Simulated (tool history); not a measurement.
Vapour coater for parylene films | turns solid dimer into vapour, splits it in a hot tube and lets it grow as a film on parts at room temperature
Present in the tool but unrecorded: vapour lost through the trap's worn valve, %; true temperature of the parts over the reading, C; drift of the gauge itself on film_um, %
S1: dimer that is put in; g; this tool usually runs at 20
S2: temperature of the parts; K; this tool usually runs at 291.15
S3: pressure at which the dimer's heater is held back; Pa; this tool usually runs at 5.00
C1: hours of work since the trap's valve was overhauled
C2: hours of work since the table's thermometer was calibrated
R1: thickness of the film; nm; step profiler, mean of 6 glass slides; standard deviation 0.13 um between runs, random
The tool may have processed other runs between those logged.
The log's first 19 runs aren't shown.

run	hour	S1	S2	S3	C1	C2	R1
20	240.7	11	291.15	5.29	150	192	7650
21	251.0	11	294.15	11.20	155	196	6600
22	264.9	11	294.15	2.08	160	202	7540
23	278.5	19	294.15	4.22	166	208	12250
24	294.6	19	294.15	4.22	173	215	12190
25	310.4	19	302.15	4.22	180	221	9890
26	321.8	36	302.15	4.22	184	226	18670
27	339.2	36	302.15	4.22	192	233	18780
28	349.4	36	302.15	4.22	196	237	18750

Run 29 is up next; what results do you expect?
29	365.3	36	302.15	4.22	202	244	?

R1: 18740 nm
The same run, on a tool lacking any hidden state, would have yielded R1 21730 nm.
